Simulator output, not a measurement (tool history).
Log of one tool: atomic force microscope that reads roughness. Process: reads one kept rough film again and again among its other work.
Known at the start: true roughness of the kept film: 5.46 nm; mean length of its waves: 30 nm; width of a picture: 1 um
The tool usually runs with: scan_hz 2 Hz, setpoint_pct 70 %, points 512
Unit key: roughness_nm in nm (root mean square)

run 1 hour=0 | scan_hz=2 setpoint_pct=70 points=512 | roughness_nm=2.569
run 2 hour=5.8 | scan_hz=2 setpoint_pct=70 points=512 | roughness_nm=2.511
run 3 hour=13.2 | scan_hz=2.61 setpoint_pct=70 points=512 | roughness_nm=2.424
-- hour=14.1 new tip fitted
run 4 hour=22.3 | scan_hz=2.61 setpoint_pct=70 points=512 | roughness_nm=3.793
run 5 hour=29.2 | scan_hz=2.61 setpoint_pct=70 points=325 | roughness_nm=3.671
run 6 hour=33.4 | scan_hz=0.84 setpoint_pct=70 points=512 | roughness_nm=3.813
run 7 hour=39.6 | scan_hz=0.84 setpoint_pct=70 points=512 | roughness_nm=3.724
run 8 hour=47.6 | scan_hz=0.84 setpoint_pct=70 points=512 | roughness_nm=3.597
run 9 hour=55.5 | scan_hz=0.84 setpoint_pct=70 points=940 | roughness_nm=3.475
run 10 hour=63.4 | scan_hz=0.84 setpoint_pct=70 points=940 | roughness_nm=3.351
run 11 hour=69.4 | scan_hz=2 setpoint_pct=56 points=512 | roughness_nm=3.231
run 12 hour=78.2 | scan_hz=2 setpoint_pct=70 points=512 | roughness_nm=3.036
run 13 hour=85.9 | scan_hz=2 setpoint_pct=70 points=512 | roughness_nm=2.93
run 14 hour=90.1 | scan_hz=2 setpoint_pct=70 points=512 | roughness_nm=2.856
run 15 hour=98.9 | scan_hz=2 setpoint_pct=70 points=512 | roughness_nm=2.771
run 16 hour=103.6 | scan_hz=2 setpoint_pct=70 points=512 | roughness_nm=2.743
run 17 hour=109.3 | scan_hz=1.75 setpoint_pct=70 points=512 | roughness_nm=2.699
run 18 hour=117 | scan_hz=2 setpoint_pct=70 points=512 | roughness_nm=2.59
run 19 hour=122.3 | scan_hz=2 setpoint_pct=70 points=512 | roughness_nm=2.554
run 20 hour=127 | scan_hz=2 setpoint_pct=70 points=512 | roughness_nm=2.53
run 21 hour=133.7 | scan_hz=2 setpoint_pct=70 points=512 | roughness_nm=2.463
run 22 hour=138.5 | scan_hz=2 setpoint_pct=70 points=512 | roughness_nm=2.438
run 23 hour=144.6 | scan_hz=2 setpoint_pct=70 points=512 | roughness_nm=2.388
run 24 hour=153.6 | scan_hz=2 setpoint_pct=70 points=512 | roughness_nm=2.321
run 25 hour=158.4 | scan_hz=2 setpoint_pct=70 points=512 | roughness_nm=2.302
-- hour=160.3 new tip fitted
run 26 hour=168 | scan_hz=2 setpoint_pct=70 points=512 | roughness_nm=3.891
run 27 hour=174.7 | scan_hz=2 setpoint_pct=70 points=662 | roughness_nm=3.715
run 28 hour=183.6 | scan_hz=2 setpoint_pct=70 points=662 | roughness_nm=3.563
run 29 hour=192.2 | scan_hz=1.17 setpoint_pct=70 points=264 | roughness_nm=3.517
run 30 hour=197.8 | scan_hz=1.05 setpoint_pct=70 points=755 | roughness_nm=3.467
run 31 hour=203.1 | scan_hz=1 setpoint_pct=82 points=826 | roughness_nm=3.29
run 32 hour=211.8 | scan_hz=1 setpoint_pct=82 points=826 | roughness_nm=3.193
run 33 hour=219.2 | scan_hz=2.3 setpoint_pct=56 points=512 | roughness_nm=3.213
run 34 hour=225.5 | scan_hz=2.3 setpoint_pct=56 points=512 | roughness_nm=3.132
run 35 hour=230.9 | scan_hz=1.15 setpoint_pct=57 points=512 | roughness_nm=3.121
run 36 hour=234.9 | scan_hz=1.15 setpoint_pct=57 points=512 | roughness_nm=3.085
run 37 hour=242.2 | scan_hz=1.15 setpoint_pct=57 points=512 | roughness_nm=2.993
-- hour=244 height scale calibrated on a step standard
run 38 hour=251.1 | scan_hz=1.97 setpoint_pct=70 points=442 | roughness_nm=2.758
run 39 hour=256.5 | scan_hz=3.31 setpoint_pct=70 points=260 | roughness_nm=2.549
run 40 hour=261.7 | scan_hz=3.31 setpoint_pct=70 points=260 | roughness_nm=2.505

Run 41 has not been measured yet. What should we expect?
-- hour=269 height scale calibrated on a step standard, once more
run 41 hour=270 | scan_hz=2 setpoint_pct=57 points=512 | roughness_nm=?

{"run 41": {"roughness_nm": 2.696}}
The same run, on a tool lacking any hidden state, would have yielded roughness_nm 4.228 nm (root mean square).

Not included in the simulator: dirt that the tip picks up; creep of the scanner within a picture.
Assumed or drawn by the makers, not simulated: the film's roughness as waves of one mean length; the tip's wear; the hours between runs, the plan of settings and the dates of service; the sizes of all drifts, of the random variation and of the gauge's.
